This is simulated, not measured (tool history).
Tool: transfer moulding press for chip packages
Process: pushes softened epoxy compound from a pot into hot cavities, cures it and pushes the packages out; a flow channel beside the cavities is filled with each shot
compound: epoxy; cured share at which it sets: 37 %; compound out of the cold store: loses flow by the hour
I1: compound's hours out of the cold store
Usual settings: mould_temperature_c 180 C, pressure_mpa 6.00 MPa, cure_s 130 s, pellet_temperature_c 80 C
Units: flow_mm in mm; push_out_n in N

Run 1, hour 0.0: usual settings; I1 20.8. Result: flow_mm 979 mm, push_out_n 523 N.
At hour 7.4: cavities cleaned with cleaning compound and waxed.
Run 2, hour 25.8: usual settings; I1 38.0. Result: flow_mm 916 mm, push_out_n 661 N.
Run 3, hour 46.5: usual settings; I1 31.7. Result: flow_mm 937 mm, push_out_n 654 N.
Run 4, hour 60.3: usual settings; I1 41.9. Result: flow_mm 895 mm, push_out_n 622 N.
At hour 73.3: cavities cleaned with cleaning compound and waxed, once more.
Run 5, hour 86.1: usual settings; I1 28.2. Result: flow_mm 943 mm, push_out_n 298 N.
Run 6, hour 106.5: usual settings; I1 42.4. Result: flow_mm 898 mm, push_out_n 368 N.
Run 7, hour 130.5: usual settings; I1 19.7. Result: flow_mm 976 mm, push_out_n 442 N.
Run 8, hour 146.4: usual settings; I1 38.8. Result: flow_mm 903 mm, push_out_n 443 N.
Run 9, hour 161.7: usual settings but pressure_mpa 5.93 MPa; I1 36.8. Result: flow_mm 904 mm, push_out_n 463 N.
Run 10, hour 183.4: usual settings but mould_temperature_c 181 C; I1 28.7. Result: flow_mm 930 mm, push_out_n 479 N.
At hour 203.9: cavities cleaned with cleaning compound and waxed.
Run 11, hour 211.1: usual settings but mould_temperature_c 181 C; I1 8.1. Result: flow_mm 1007 mm, push_out_n 293 N.
Run 12, hour 231.6: usual settings but mould_temperature_c 182 C, pressure_mpa 7.06 MPa; I1 18.0. Result: flow_mm 1041 mm, push_out_n 337 N.
Run 13, hour 253.8: usual settings but mould_temperature_c 173 C, pressure_mpa 4.73 MPa, cure_s 166 s, pellet_temperature_c 85 C; I1 15.4. Result: flow_mm 893 mm, push_out_n 419 N.
Run 14, hour 275.4: usual settings but cure_s 147 s; I1 27.2. Result: flow_mm 933 mm, push_out_n 409 N.
Run 15, hour 299.7: usual settings but cure_s 147 s; I1 26.0. Result: flow_mm 939 mm, push_out_n 473 N.
Run 16, hour 317.3: usual settings but cure_s 147 s; I1 13.3. Result: flow_mm 983 mm, push_out_n 445 N.
At hour 333.5: cavities cleaned with cleaning compound and waxed.
Run 17, hour 338.4: usual settings but mould_temperature_c 188 C, pressure_mpa 6.24 MPa, cure_s 116 s, pellet_temperature_c 71 C; I1 36.1. Result: flow_mm 891 mm, push_out_n 250 N.
Run 18, hour 349.7: usual settings but mould_temperature_c 182 C, cure_s 163 s, pellet_temperature_c 75 C; I1 35.0. Result: flow_mm 896 mm, push_out_n 268 N.
Run 19, hour 371.3: usual settings but mould_temperature_c 185 C, pressure_mpa 5.12 MPa, pellet_temperature_c 87 C; I1 12.9. Result: flow_mm 882 mm, push_out_n 340 N.
Run 20, hour 389.4: usual settings but mould_temperature_c 185 C, pressure_mpa 5.12 MPa, pellet_temperature_c 87 C; I1 33.0. Result: flow_mm 822 mm, push_out_n 368 N.

5 ways to go on from here, each from the tool as it stands after run 20. What would each give?
Run A, hour 409.3: usual settings but mould_temperature_c 185 C, pressure_mpa 5.12 MPa, cure_s 118 s, pellet_temperature_c 87 C; I1 47.9. Result: flow_mm ?, push_out_n ?.
Run B, hour 409.3: usual settings but pressure_mpa 6.15 MPa, pellet_temperature_c 72 C; I1 34.1. Result: flow_mm ?, push_out_n ?.
Run C, hour 409.3: usual settings but mould_temperature_c 185 C, pressure_mpa 5.12 MPa, cure_s 120 s, pellet_temperature_c 87 C; I1 21.9. Result: flow_mm ?, push_out_n ?.
Run D, hour 409.3: usual settings but pressure_mpa 6.54 MPa, cure_s 169 s, pellet_temperature_c 85 C; I1 21.4. Result: flow_mm ?, push_out_n ?.
Run E, hour 409.3: usual settings but mould_temperature_c 177 C, pressure_mpa 4.83 MPa, pellet_temperature_c 73 C; I1 43.3. Result: flow_mm ?, push_out_n ?.

run  flow_mm  push_out_n
  A      773         426
  B      906         457
  C      849         411
  D      984         394
  E      786         494
Without the tool's hidden state the same runs would have given:
run  flow_mm  push_out_n
  A      810         240
  B      950         254
  C      890         226
  D     1031         218
  E      825         275
